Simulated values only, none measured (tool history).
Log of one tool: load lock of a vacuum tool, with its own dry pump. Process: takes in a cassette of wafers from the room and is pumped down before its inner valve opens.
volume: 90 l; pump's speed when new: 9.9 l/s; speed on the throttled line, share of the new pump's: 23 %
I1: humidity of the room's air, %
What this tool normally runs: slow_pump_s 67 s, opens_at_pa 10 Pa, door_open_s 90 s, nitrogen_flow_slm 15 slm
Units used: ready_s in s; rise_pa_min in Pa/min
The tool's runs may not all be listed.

run 1 day=0.000 | slow_pump_s=67 opens_at_pa=10 door_open_s=90 nitrogen_flow_slm=15 | I1=46.5 | ready_s=136.5 rise_pa_min=0.052
run 2 day=28.325 | slow_pump_s=67 opens_at_pa=10 door_open_s=70 nitrogen_flow_slm=15 | I1=47.3 | ready_s=137.1 rise_pa_min=0.052
run 3 day=51.192 | slow_pump_s=67 opens_at_pa=10 door_open_s=70 nitrogen_flow_slm=15 | I1=43.4 | ready_s=138.4 rise_pa_min=0.050
run 4 day=77.550 | slow_pump_s=67 opens_at_pa=7 door_open_s=90 nitrogen_flow_slm=15 | I1=45.0 | ready_s=142.6 rise_pa_min=0.060
run 5 day=96.804 | slow_pump_s=67 opens_at_pa=10 door_open_s=90 nitrogen_flow_slm=15 | I1=47.5 | ready_s=139.5 rise_pa_min=0.069
run 6 day=122.438 | slow_pump_s=108 opens_at_pa=10 door_open_s=90 nitrogen_flow_slm=15 | I1=43.8 | ready_s=170.9 rise_pa_min=0.069
run 7 day=141.146 | slow_pump_s=132 opens_at_pa=12 door_open_s=78 nitrogen_flow_slm=7 | I1=46.8 | ready_s=185.5 rise_pa_min=0.079
run 8 day=161.800 | slow_pump_s=132 opens_at_pa=12 door_open_s=78 nitrogen_flow_slm=7 | I1=47.3 | ready_s=186.8 rise_pa_min=0.090
run 9 day=177.792 | slow_pump_s=67 opens_at_pa=15 door_open_s=210 nitrogen_flow_slm=31 | I1=41.8 | ready_s=136.0 rise_pa_min=0.078
run 10 day=199.804 | slow_pump_s=52 opens_at_pa=8 door_open_s=210 nitrogen_flow_slm=29 | I1=49.2 | ready_s=131.6 rise_pa_min=0.089
run 11 day=219.571 | slow_pump_s=52 opens_at_pa=12 door_open_s=150 nitrogen_flow_slm=15 | I1=45.0 | ready_s=127.6 rise_pa_min=0.099
run 12 day=247.454 | slow_pump_s=41 opens_at_pa=10 door_open_s=29 nitrogen_flow_slm=15 | I1=45.4 | ready_s=121.6 rise_pa_min=0.085

Table of differences, measured result less the result of that run with no hidden state. Run-to-run variation is the same in both. Gauge scatter possibly is not:
Hidden state present: pump's speed, % of a new pump's; leak at the door's seal, Pa l/s; drift of the gauge itself on ready_s, %; drift of the gauge itself on rise_pa_min, %.
run=1 ready_s=+1.5 rise_pa_min=+0.007
run=2 ready_s=+2.0 rise_pa_min=+0.010
run=3 ready_s=+2.4 rise_pa_min=+0.014
run=4 ready_s=+3.1 rise_pa_min=+0.017
run=5 ready_s=+3.1 rise_pa_min=+0.021
run=6 ready_s=+3.1 rise_pa_min=+0.025
run=7 ready_s=+3.0 rise_pa_min=+0.027
run=8 ready_s=+3.2 rise_pa_min=+0.032
run=9 ready_s=+4.3 rise_pa_min=+0.034
run=10 ready_s=+5.6 rise_pa_min=+0.039
run=11 ready_s=+5.6 rise_pa_min=+0.043
run=12 ready_s=+6.5 rise_pa_min=+0.048

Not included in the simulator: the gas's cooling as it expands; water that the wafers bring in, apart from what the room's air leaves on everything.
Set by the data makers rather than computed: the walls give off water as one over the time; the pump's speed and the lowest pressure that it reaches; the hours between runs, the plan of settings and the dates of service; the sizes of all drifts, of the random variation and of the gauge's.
